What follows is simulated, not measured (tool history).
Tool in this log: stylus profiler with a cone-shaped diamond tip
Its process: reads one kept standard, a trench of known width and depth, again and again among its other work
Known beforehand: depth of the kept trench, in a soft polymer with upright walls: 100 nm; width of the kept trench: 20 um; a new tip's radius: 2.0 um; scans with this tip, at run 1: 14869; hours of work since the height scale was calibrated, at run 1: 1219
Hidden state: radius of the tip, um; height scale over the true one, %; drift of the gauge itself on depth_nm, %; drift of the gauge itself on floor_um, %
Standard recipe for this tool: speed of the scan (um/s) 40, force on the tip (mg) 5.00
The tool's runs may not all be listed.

run,hour,speed of the scan (um/s),force on the tip (mg),scans with this tip,hours of work since the height scale was calibrated,depth of the trench (nm),width of the trench's floor (µm)
1,0.0,40,5.00,14869,1219,100.73,17.94
2,42.2,50,5.00,15230,1249,100.74,17.94
3,89.0,50,5.00,15630,1282,100.72,17.92
# hour 121.1: new tip fitted, height scale calibrated
4,132.6,40,2.42,98,8,100.87,18.57
5,206.4,40,2.42,729,60,100.79,18.45
6,259.0,40,2.42,1179,97,100.77,18.49
7,328.7,40,2.42,1775,146,100.75,18.43
8,385.9,15,5.00,2263,186,101.32,18.52
9,431.8,15,3.50,2656,218,100.97,18.58
# hour 440.5: height scale calibrated on a step standard
10,475.1,40,5.00,3021,24,101.21,18.49
11,546.4,40,5.00,3631,74,101.20,18.45
12,629.0,40,11.98,4336,132,102.24,18.43
# hour 642.5: height scale calibrated on a step standard, once more
13,704.3,40,8.83,4976,43,101.94,18.35
14,763.8,40,8.83,5484,85,101.93,18.43
15,813.8,40,8.83,5912,120,101.84,18.35
16,872.8,40,8.83,6417,161,101.88,18.40
17,956.1,159,9.12,7128,220,101.88,17.95
18,1045.7,21,5.47,7895,283,101.28,18.30
19,1122.1,21,5.47,8547,336,101.28,18.31
20,1201.5,21,5.47,9226,392,101.23,18.24
21,1249.4,40,3.30,9635,425,100.73,18.13
22,1334.2,14,1.74,10360,485,100.43,18.16
23,1424.6,104,3.96,11133,548,100.89,17.83
24,1507.8,54,1.77,11844,607,100.41,17.93
25,1596.3,54,1.77,12601,669,100.35,17.88
26,1676.2,54,1.77,13283,724,100.29,17.89
27,1750.6,15,9.07,13919,777,101.60,18.13

Consider 5 possible next runs. They are alternatives, not a sequence: every one starts from the tool as it was left by run 27. What does each give?
A,1824.5,12,2.98,14551,828,?,?
B,1824.5,12,3.58,14551,828,?,?
C,1824.5,12,6.27,14551,828,?,?
D,1824.5,71,9.07,14551,828,?,?
E,1824.5,10,9.07,14551,828,?,?

run,depth of the trench (nm),width of the trench's floor (µm)
A,100.52,18.09
B,100.64,18.11
C,101.17,18.15
D,101.62,17.93
E,101.57,18.10
Without the tool's hidden state the same runs would have given:
run,depth of the trench (nm),width of the trench's floor (µm)
A,100.91,18.66
B,101.03,18.69
C,101.57,18.72
D,102.02,18.50
E,101.97,18.68
